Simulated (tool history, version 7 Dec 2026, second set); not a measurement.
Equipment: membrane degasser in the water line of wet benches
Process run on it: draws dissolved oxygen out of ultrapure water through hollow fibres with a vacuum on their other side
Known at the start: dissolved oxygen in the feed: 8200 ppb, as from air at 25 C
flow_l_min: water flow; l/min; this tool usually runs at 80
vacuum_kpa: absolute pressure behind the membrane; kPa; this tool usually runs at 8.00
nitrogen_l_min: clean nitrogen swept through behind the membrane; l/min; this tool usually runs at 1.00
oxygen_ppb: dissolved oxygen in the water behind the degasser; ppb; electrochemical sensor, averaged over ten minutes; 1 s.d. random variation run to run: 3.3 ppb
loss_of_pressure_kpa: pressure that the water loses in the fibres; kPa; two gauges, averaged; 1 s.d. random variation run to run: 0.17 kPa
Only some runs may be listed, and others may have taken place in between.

Run 1, hour 0.0: usual settings. Result: oxygen_ppb 832.1 ppb, loss_of_pressure_kpa 63.60 kPa.
Run 2, hour 136.8: usual settings but flow_l_min 50 l/min. Result: oxygen_ppb 492.4 ppb, loss_of_pressure_kpa 39.71 kPa.
Run 3, hour 273.8: usual settings. Result: oxygen_ppb 835.2 ppb, loss_of_pressure_kpa 63.79 kPa.
Run 4, hour 395.7: usual settings. Result: oxygen_ppb 835.6 ppb, loss_of_pressure_kpa 63.81 kPa.
Run 5, hour 544.4: usual settings. Result: oxygen_ppb 834.7 ppb, loss_of_pressure_kpa 64.09 kPa.
Run 6, hour 694.9: usual settings but vacuum_kpa 5.12 kPa. Result: oxygen_ppb 498.9 ppb, loss_of_pressure_kpa 64.02 kPa.
Run 7, hour 834.0: usual settings but vacuum_kpa 5.12 kPa. Result: oxygen_ppb 503.0 ppb, loss_of_pressure_kpa 63.93 kPa.
Run 8, hour 1035.6: usual settings but vacuum_kpa 5.12 kPa. Result: oxygen_ppb 503.4 ppb, loss_of_pressure_kpa 63.61 kPa.
Run 9, hour 1139.7: usual settings but vacuum_kpa 5.12 kPa. Result: oxygen_ppb 503.8 ppb, loss_of_pressure_kpa 63.68 kPa.
Run 10, hour 1318.5: usual settings but nitrogen_l_min 2.50 l/min. Result: oxygen_ppb 554.2 ppb, loss_of_pressure_kpa 64.05 kPa.
Run 11, hour 1432.7: usual settings but vacuum_kpa 7.05 kPa. Result: oxygen_ppb 731.9 ppb, loss_of_pressure_kpa 63.73 kPa.
Run 12, hour 1541.3: usual settings but nitrogen_l_min 1.41 l/min. Result: oxygen_ppb 726.6 ppb, loss_of_pressure_kpa 63.78 kPa.
Run 13, hour 1629.8: usual settings but nitrogen_l_min 1.41 l/min. Result: oxygen_ppb 717.7 ppb, loss_of_pressure_kpa 63.80 kPa.
Run 14, hour 1740.6: usual settings but nitrogen_l_min 1.41 l/min. Result: oxygen_ppb 725.9 ppb, loss_of_pressure_kpa 64.29 kPa.
Run 15, hour 1919.5: usual settings but nitrogen_l_min 1.41 l/min. Result: oxygen_ppb 725.9 ppb, loss_of_pressure_kpa 64.37 kPa.
Run 16, hour 2125.9: usual settings but nitrogen_l_min 1.41 l/min. Result: oxygen_ppb 731.2 ppb, loss_of_pressure_kpa 63.93 kPa.
Run 17, hour 2279.2: usual settings but nitrogen_l_min 0.42 l/min. Result: oxygen_ppb 1222.7 ppb, loss_of_pressure_kpa 64.05 kPa.
Run 18, hour 2372.5: usual settings but vacuum_kpa 10.68 kPa. Result: oxygen_ppb 1144.6 ppb, loss_of_pressure_kpa 64.26 kPa.
Run 19, hour 2579.7: usual settings but nitrogen_l_min 0.74 l/min. Result: oxygen_ppb 977.7 ppb, loss_of_pressure_kpa 64.12 kPa.
Run 20, hour 2673.5: usual settings but nitrogen_l_min 0.74 l/min. Result: oxygen_ppb 977.3 ppb, loss_of_pressure_kpa 64.10 kPa.
Run 21, hour 2883.8: usual settings but flow_l_min 95 l/min, nitrogen_l_min 2.72 l/min. Result: oxygen_ppb 716.2 ppb, loss_of_pressure_kpa 76.15 kPa.
Run 22, hour 3042.1: usual settings but flow_l_min 95 l/min, nitrogen_l_min 2.72 l/min. Result: oxygen_ppb 717.4 ppb, loss_of_pressure_kpa 76.41 kPa.
At hour 3173.5: vacuum gauge calibrated.
Run 23, hour 3187.1: usual settings but flow_l_min 95 l/min, nitrogen_l_min 2.72 l/min. Result: oxygen_ppb 699.2 ppb, loss_of_pressure_kpa 76.36 kPa.
Run 24, hour 3310.1: usual settings but vacuum_kpa 19.88 kPa. Result: oxygen_ppb 2047.5 ppb, loss_of_pressure_kpa 64.21 kPa.
Run 25, hour 3402.4: usual settings but vacuum_kpa 12.95 kPa, nitrogen_l_min 1.47 l/min. Result: oxygen_ppb 1123.0 ppb, loss_of_pressure_kpa 64.23 kPa.
Run 26, hour 3572.3: usual settings but vacuum_kpa 10.33 kPa, nitrogen_l_min 0.63 l/min. Result: oxygen_ppb 1362.4 ppb, loss_of_pressure_kpa 64.20 kPa.
Run 27, hour 3756.1: usual settings but flow_l_min 50 l/min, vacuum_kpa 5.82 kPa, nitrogen_l_min 2.29 l/min. Result: oxygen_ppb 182.1 ppb, loss_of_pressure_kpa 40.03 kPa.
Run 28, hour 3956.4: usual settings but nitrogen_l_min 2.67 l/min. Result: oxygen_ppb 543.0 ppb, loss_of_pressure_kpa 64.12 kPa.
Run 29, hour 4120.9: usual settings but flow_l_min 48 l/min, vacuum_kpa 12.15 kPa, nitrogen_l_min 0.72 l/min. Result: oxygen_ppb 1013.3 ppb, loss_of_pressure_kpa 38.60 kPa.
Run 30, hour 4232.3: usual settings but flow_l_min 48 l/min, vacuum_kpa 12.15 kPa, nitrogen_l_min 0.72 l/min. Result: oxygen_ppb 1006.0 ppb, loss_of_pressure_kpa 38.54 kPa.
Run 31, hour 4437.3: usual settings but flow_l_min 67 l/min, vacuum_kpa 12.15 kPa, nitrogen_l_min 2.27 l/min. Result: oxygen_ppb 674.8 ppb, loss_of_pressure_kpa 54.13 kPa.
Run 32, hour 4527.5: usual settings but flow_l_min 67 l/min, vacuum_kpa 12.15 kPa, nitrogen_l_min 2.27 l/min. Result: oxygen_ppb 673.9 ppb, loss_of_pressure_kpa 54.08 kPa.

Forecast each of these 3 alternatives for the next run:
Run A, hour 4663.0: usual settings but vacuum_kpa 11.85 kPa. Result: oxygen_ppb ?, loss_of_pressure_kpa ?.
Run B, hour 4663.0: usual settings but flow_l_min 81 l/min. Result: oxygen_ppb ?, loss_of_pressure_kpa ?.
Run C, hour 4663.0: usual settings but nitrogen_l_min 0.74 l/min. Result: oxygen_ppb ?, loss_of_pressure_kpa ?.

run  oxygen_ppb  loss_of_pressure_kpa
  A      1264.4                 64.43
  B       854.9                 65.29
  C       966.7                 64.16
With the hidden condition removed and each run's random variation left untouched, the same runs would have given:
run  oxygen_ppb  loss_of_pressure_kpa
  A      1239.9                 62.81
  B       826.3                 63.66
  C       938.4                 62.55
